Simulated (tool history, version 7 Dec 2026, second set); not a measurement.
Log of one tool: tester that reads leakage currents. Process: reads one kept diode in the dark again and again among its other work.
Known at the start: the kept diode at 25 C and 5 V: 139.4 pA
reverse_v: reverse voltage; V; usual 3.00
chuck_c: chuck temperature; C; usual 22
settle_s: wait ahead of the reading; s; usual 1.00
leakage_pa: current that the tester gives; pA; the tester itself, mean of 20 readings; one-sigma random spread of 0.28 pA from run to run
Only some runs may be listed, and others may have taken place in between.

Run 1, hour 0.0: usual settings. Result: leakage_pa 99.54 pA.
Run 2, hour 29.2: usual settings. Result: leakage_pa 100.22 pA.
Run 3, hour 79.1: usual settings. Result: leakage_pa 100.95 pA.
Run 4, hour 135.9: usual settings. Result: leakage_pa 100.53 pA.
Run 5, hour 175.9: usual settings. Result: leakage_pa 101.39 pA.
Run 6, hour 210.9: usual settings. Result: leakage_pa 101.31 pA.
Run 7, hour 269.8: usual settings but chuck_c 44 C. Result: leakage_pa 504.72 pA.
Run 8, hour 320.8: usual settings but chuck_c 44 C. Result: leakage_pa 505.86 pA.
Run 9, hour 369.8: usual settings but chuck_c 44 C. Result: leakage_pa 505.13 pA.
Run 10, hour 407.8: usual settings but chuck_c 44 C. Result: leakage_pa 510.44 pA.
Run 11, hour 444.1: usual settings. Result: leakage_pa 103.54 pA.
Run 12, hour 504.8: usual settings. Result: leakage_pa 103.15 pA.
Run 13, hour 539.8: usual settings. Result: leakage_pa 103.60 pA.
Run 14, hour 581.3: usual settings. Result: leakage_pa 104.24 pA.
Run 15, hour 645.3: usual settings. Result: leakage_pa 104.48 pA.
Run 16, hour 688.0: usual settings but chuck_c 35 C. Result: leakage_pa 274.68 pA.
Run 17, hour 730.4: usual settings but settle_s 4.70 s. Result: leakage_pa 104.43 pA.
Run 18, hour 773.1: usual settings but settle_s 4.70 s. Result: leakage_pa 104.18 pA.
Run 19, hour 832.9: usual settings. Result: leakage_pa 106.00 pA.
Run 20, hour 875.2: usual settings. Result: leakage_pa 106.03 pA.
At hour 882.9: tester calibrated.
Run 21, hour 934.8: usual settings. Result: leakage_pa 105.84 pA.
Run 22, hour 982.1: usual settings but reverse_v 3.65 V, chuck_c 23 C. Result: leakage_pa 123.89 pA.
Run 23, hour 1024.2: usual settings but reverse_v 3.65 V, chuck_c 23 C. Result: leakage_pa 124.23 pA.
Run 24, hour 1066.8: usual settings but chuck_c 31 C, settle_s 0.46 s. Result: leakage_pa 211.00 pA.
Run 25, hour 1101.0: usual settings but chuck_c 31 C, settle_s 4.47 s. Result: leakage_pa 208.68 pA.
Run 26, hour 1138.4: usual settings but chuck_c 31 C, settle_s 4.47 s. Result: leakage_pa 210.77 pA.
Run 27, hour 1196.0: usual settings but settle_s 7.75 s. Result: leakage_pa 107.38 pA.
Run 28, hour 1240.1: usual settings but settle_s 7.75 s. Result: leakage_pa 107.20 pA.
At hour 1274.4: tester calibrated, once more.
Run 29, hour 1303.8: usual settings but reverse_v 2.27 V, settle_s 6.78 s. Result: leakage_pa 99.06 pA.
Run 30, hour 1360.6: usual settings but reverse_v 2.27 V, settle_s 6.78 s. Result: leakage_pa 99.79 pA.
Run 31, hour 1419.4: usual settings but reverse_v 5.51 V, chuck_c 31 C, settle_s 6.78 s. Result: leakage_pa 272.90 pA.
Run 32, hour 1479.8: usual settings but reverse_v 5.51 V, chuck_c 31 C, settle_s 6.78 s. Result: leakage_pa 273.98 pA.
Run 33, hour 1537.5: usual settings but reverse_v 5.51 V, chuck_c 31 C, settle_s 6.78 s. Result: leakage_pa 275.86 pA.
Run 34, hour 1580.9: usual settings but reverse_v 7.18 V, chuck_c 60 C, settle_s 5.16 s. Result: leakage_pa 2126.83 pA.
Run 35, hour 1639.1: usual settings but reverse_v 7.18 V, chuck_c 60 C, settle_s 5.16 s. Result: leakage_pa 2132.80 pA.
Run 36, hour 1672.1: usual settings but reverse_v 7.18 V, chuck_c 60 C, settle_s 5.16 s. Result: leakage_pa 2132.47 pA.
At hour 1689.3: chuck's temperature calibrated.
Run 37, hour 1707.4: usual settings but reverse_v 7.18 V, chuck_c 60 C, settle_s 5.16 s. Result: leakage_pa 1847.06 pA.
Run 38, hour 1755.0: usual settings but reverse_v 7.18 V, chuck_c 60 C, settle_s 5.16 s. Result: leakage_pa 1855.27 pA.
Run 39, hour 1786.0: usual settings but reverse_v 1.59 V, chuck_c 60 C, settle_s 1.64 s. Result: leakage_pa 1080.88 pA.
Run 40, hour 1849.5: usual settings but reverse_v 3.42 V, chuck_c 45 C, settle_s 4.53 s. Result: leakage_pa 534.29 pA.
Run 41, hour 1911.8: usual settings but reverse_v 3.20 V, chuck_c 33 C. Result: leakage_pa 226.56 pA.

Branching from run 41: 3 alternative next runs. What would each branch give?
Run A, hour 1953.3: usual settings but reverse_v 3.68 V, chuck_c 23 C, settle_s 2.07 s. Result: leakage_pa ?.
Run B, hour 1953.3: usual settings but reverse_v 1.49 V, chuck_c 26 C. Result: leakage_pa ?.
Run C, hour 1953.3: usual settings but reverse_v 3.88 V, chuck_c 59 C, settle_s 5.06 s. Result: leakage_pa ?.

run  leakage_pa
  A      112.97
  B      101.62
  C     1405.21
Without the tool's hidden state the same runs would have given:
run  leakage_pa
  A      107.60
  B       98.40
  C     1380.79
